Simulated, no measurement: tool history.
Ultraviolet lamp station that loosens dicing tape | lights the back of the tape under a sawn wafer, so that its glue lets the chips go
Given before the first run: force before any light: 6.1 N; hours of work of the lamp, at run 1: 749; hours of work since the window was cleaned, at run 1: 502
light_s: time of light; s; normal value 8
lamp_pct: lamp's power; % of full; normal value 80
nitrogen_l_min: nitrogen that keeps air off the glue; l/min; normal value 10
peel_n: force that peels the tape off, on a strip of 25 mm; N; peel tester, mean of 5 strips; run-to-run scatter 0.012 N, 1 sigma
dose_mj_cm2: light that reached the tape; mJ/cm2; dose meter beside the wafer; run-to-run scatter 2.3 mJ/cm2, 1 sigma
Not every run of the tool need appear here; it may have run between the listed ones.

run	hour	light_s	lamp_pct	nitrogen_l_min	hours of work of the lamp	hours of work since the window was cleaned	peel_n	dose_mj_cm2
1	0.0	8	80	10	749	502	0.887	190
2	52.6	8	80	10	790	542	0.961	181
3	121.4	8	80	3	843	596	1.692	181
4	173.7	8	80	10	883	636	1.054	179
# hour 218.8: window cleaned of glue's vapour
5	245.8	8	80	10	939	21	1.135	169
6	295.5	9	80	10	977	59	0.947	183
7	338.8	8	80	5	1011	93	1.554	164
8	418.7	8	80	5	1072	154	1.705	153
# hour 444.4: window cleaned of glue's vapour, once more
9	510.7	8	80	5	1143	51	1.165	201

For run 10, what comes out?
10	582.6	10	64	10	1198	107	?	?

Run 10 yielded peel_n 0.821 N, dose_mj_cm2 198 mJ/cm2.
Minus the tool's unlogged condition, the same run would have read peel_n 0.532 N, dose_mj_cm2 247 mJ/cm2.
